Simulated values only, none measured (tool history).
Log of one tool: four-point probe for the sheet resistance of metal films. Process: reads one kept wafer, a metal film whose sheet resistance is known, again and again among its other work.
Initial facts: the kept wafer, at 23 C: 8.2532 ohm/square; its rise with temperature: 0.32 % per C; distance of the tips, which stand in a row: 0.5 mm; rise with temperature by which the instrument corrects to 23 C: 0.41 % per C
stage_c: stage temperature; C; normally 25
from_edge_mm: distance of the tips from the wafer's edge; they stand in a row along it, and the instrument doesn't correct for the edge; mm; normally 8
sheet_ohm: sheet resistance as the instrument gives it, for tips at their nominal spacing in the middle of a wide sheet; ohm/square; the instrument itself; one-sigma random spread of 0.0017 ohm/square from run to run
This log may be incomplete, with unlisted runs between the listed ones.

| run | hour | stage_c | from_edge_mm | sheet_ohm |
|---|---|---|---|---|
| 1 | 0 | 25 | 8 | 8.252692 |
| 2 | 30.8 | 25 | 67 | 8.238454 |
| 3 | 55.2 | 25 | 5 | 8.283873 |
| 4 | 80 | 35 | 8 | 8.181532 |
| 5 | 92.9 | 35 | 8 | 8.182131 |
| 6 | 106.9 | 35 | 8 | 8.179016 |
| 7 | 137.1 | 22 | 8 | 8.276434 |
| 8 | 153.9 | 22 | 8 | 8.277896 |
| 9 | 179.7 | 22 | 8 | 8.276636 |
| 10 | 197.9 | 24 | 8 | 8.265216 |
| 11 | 219.3 | 25 | 55 | 8.236075 |
| 12 | 238.4 | 25 | 55 | 8.238782 |
| 13 | 265.6 | 25 | 55 | 8.238987 |
| 14 | 289.6 | 25 | 55 | 8.233489 |
| 15 | 303.3 | 25 | 55 | 8.239281 |
| 16 | 329.2 | 25 | 55 | 8.240699 |
| 17 | 354.6 | 25 | 55 | 8.23617 |
| 18 | 383.8 | 25 | 55 | 8.234638 |
| 19 | 405.5 | 18 | 8 | 8.310543 |
| 20 | 427.7 | 25 | 20 | 8.240975 |
| 21 | 456.8 | 25 | 20 | 8.238575 |
| 22 | 482.4 | 25 | 20 | 8.241015 |
| 23 | 498 | 27 | 15 | 8.229489 |
| 24 | 511 | 27 | 10 | 8.232289 |
| 25 | 528 | 19 | 9 | 8.298797 |
| 26 | 540.7 | 19 | 9 | 8.298676 |
| 27 | 555 | 22 | 53 | 8.261235 |
| 28 | 583.9 | 30 | 61 | 8.199105 |
| 29 | 614 | 20 | 19 | 8.280371 |
| 30 | 639 | 20 | 38 | 8.278316 |
| 31 | 668.6 | 20 | 38 | 8.27363 |
| 32 | 692.5 | 32 | 7 | 8.207604 |
| 33 | 721.3 | 30 | 17 | 8.202915 |
| 34 | 751.1 | 30 | 17 | 8.20045 |
| 35 | 767.3 | 25 | 18 | 8.242184 |
| 36 | 789.4 | 27 | 8 | 8.237802 |
| 37 | 807.1 | 20 | 51 | 8.27767 |
| 38 | 829 | 28 | 49 | 8.215062 |
| 39 | 847.7 | 26 | 12 | 8.235478 |
| 40 | 864.6 | 26 | 12 | 8.240782 |
| 41 | 879.6 | 26 | 12 | 8.235091 |
| 42 | 893.1 | 26 | 12 | 8.236463 |
| 43 | 911.2 | 34 | 41 | 8.171418 |
| 44 | 928.6 | 34 | 41 | 8.169512 |

What if the next run were any one of these 4? Each begins from the tool's condition after run 44:
| A | 953.7 | 21 | 8 | ? |
| B | 953.7 | 35 | 60 | ? |
| C | 953.7 | 23 | 63 | ? |
| D | 953.7 | 23 | 34 | ? |

| run | sheet_ohm |
|---|---|
| A | 8.288335 |
| B | 8.163656 |
| C | 8.251798 |
| D | 8.254739 |
What these runs would have given with no unlogged condition in the tool:
| run | sheet_ohm |
|---|---|
| A | 8.289202 |
| B | 8.164498 |
| C | 8.25266 |
| D | 8.255601 |

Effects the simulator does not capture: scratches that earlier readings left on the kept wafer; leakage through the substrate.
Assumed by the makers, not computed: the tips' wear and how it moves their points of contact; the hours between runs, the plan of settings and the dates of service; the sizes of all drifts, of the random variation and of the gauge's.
